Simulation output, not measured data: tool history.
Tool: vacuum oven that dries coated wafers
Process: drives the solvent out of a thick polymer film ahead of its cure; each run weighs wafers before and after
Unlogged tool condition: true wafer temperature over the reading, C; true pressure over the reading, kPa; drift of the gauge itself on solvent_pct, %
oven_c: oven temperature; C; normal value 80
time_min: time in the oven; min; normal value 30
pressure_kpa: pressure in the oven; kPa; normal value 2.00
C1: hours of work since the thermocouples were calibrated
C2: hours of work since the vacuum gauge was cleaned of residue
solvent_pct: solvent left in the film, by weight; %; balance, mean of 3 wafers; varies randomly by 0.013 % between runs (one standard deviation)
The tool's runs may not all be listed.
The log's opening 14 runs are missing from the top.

{"run": 15, "hour": 188.1, "oven_c": 80, "time_min": 30, "pressure_kpa": 2.0, "C1": 829, "C2": 157, "solvent_pct": 2.24}
{"run": 16, "hour": 200.7, "oven_c": 80, "time_min": 30, "pressure_kpa": 2.0, "C1": 835, "C2": 163, "solvent_pct": 2.26}
{"run": 17, "hour": 219.8, "oven_c": 80, "time_min": 30, "pressure_kpa": 2.0, "C1": 845, "C2": 173, "solvent_pct": 2.24}
{"hour": 223.3, "done": "oven's thermocouples calibrated"}
{"run": 18, "hour": 235.3, "oven_c": 75, "time_min": 30, "pressure_kpa": 4.19, "C1": 6, "C2": 180, "solvent_pct": 4.09}
{"run": 19, "hour": 248.6, "oven_c": 80, "time_min": 15, "pressure_kpa": 1.05, "C1": 13, "C2": 187, "solvent_pct": 3.84}
{"run": 20, "hour": 267.8, "oven_c": 80, "time_min": 36, "pressure_kpa": 1.05, "C1": 23, "C2": 197, "solvent_pct": 1.26}
{"run": 21, "hour": 285.4, "oven_c": 71, "time_min": 36, "pressure_kpa": 3.67, "C1": 32, "C2": 206, "solvent_pct": 4.11}
{"run": 22, "hour": 300.8, "oven_c": 71, "time_min": 27, "pressure_kpa": 5.29, "C1": 40, "C2": 214, "solvent_pct": 5.87}
{"run": 23, "hour": 310.3, "oven_c": 67, "time_min": 30, "pressure_kpa": 3.46, "C1": 45, "C2": 219, "solvent_pct": 5.32}
{"run": 24, "hour": 319.5, "oven_c": 65, "time_min": 37, "pressure_kpa": 1.46, "C1": 50, "C2": 224, "solvent_pct": 3.59}
{"run": 25, "hour": 336.5, "oven_c": 70, "time_min": 42, "pressure_kpa": 1.53, "C1": 58, "C2": 232, "solvent_pct": 2.43}
{"hour": 353.3, "done": "oven's thermocouples calibrated, once more"}
{"run": 26, "hour": 355.1, "oven_c": 68, "time_min": 49, "pressure_kpa": 2.0, "C1": 1, "C2": 241, "solvent_pct": 3.22}
{"run": 27, "hour": 365.3, "oven_c": 80, "time_min": 30, "pressure_kpa": 2.7, "C1": 6, "C2": 246, "solvent_pct": 2.85}

Run 28 has not been measured yet. What should we expect?
{"run": 28, "hour": 382.9, "oven_c": 80, "time_min": 30, "pressure_kpa": 2.7, "C1": 15, "C2": 255, "solvent_pct": "?"}

{"run 28": {"solvent_pct": 2.85}}
With no hidden state in the tool, this same run would have given solvent_pct 2.79 %.

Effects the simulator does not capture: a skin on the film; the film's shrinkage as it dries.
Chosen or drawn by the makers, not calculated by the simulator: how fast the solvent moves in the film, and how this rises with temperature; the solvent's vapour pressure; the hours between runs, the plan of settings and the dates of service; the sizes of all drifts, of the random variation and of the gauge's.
